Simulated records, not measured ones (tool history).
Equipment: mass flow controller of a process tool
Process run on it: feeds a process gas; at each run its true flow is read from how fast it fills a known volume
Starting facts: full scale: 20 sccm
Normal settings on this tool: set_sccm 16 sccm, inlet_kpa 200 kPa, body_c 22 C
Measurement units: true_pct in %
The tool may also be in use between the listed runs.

run	hour	set_sccm	inlet_kpa	body_c	true_pct
1	0.0	16	200	22	97.82
2	58.4	16	259	22	97.92
3	99.5	16	259	22	98.06
4	145.4	16	200	34	98.39
5	181.3	16	200	34	98.49
6	233.9	16	200	22	97.75
7	273.3	16	200	22	97.76
# hour 279.3: controller's zero set anew
8	312.2	16	200	22	97.50
9	379.1	9	152	27	96.65
# hour 393.3: controller's zero set anew, once more
10	411.5	2	170	27	96.01
11	457.9	9	255	26	97.32
12	499.1	9	255	26	97.37
13	563.3	20	236	26	98.61

Branching from run 13: 3 alternative next runs. What would each branch give?
A	631.7	16	276	22	?
B	631.7	2	236	26	?
C	631.7	6	147	33	?

run	true_pct
A	98.00
B	96.06
C	96.90
Stripped of hidden state, with their random variation kept, the same runs would have yielded:
run	true_pct
A	99.71
B	98.28
C	98.73
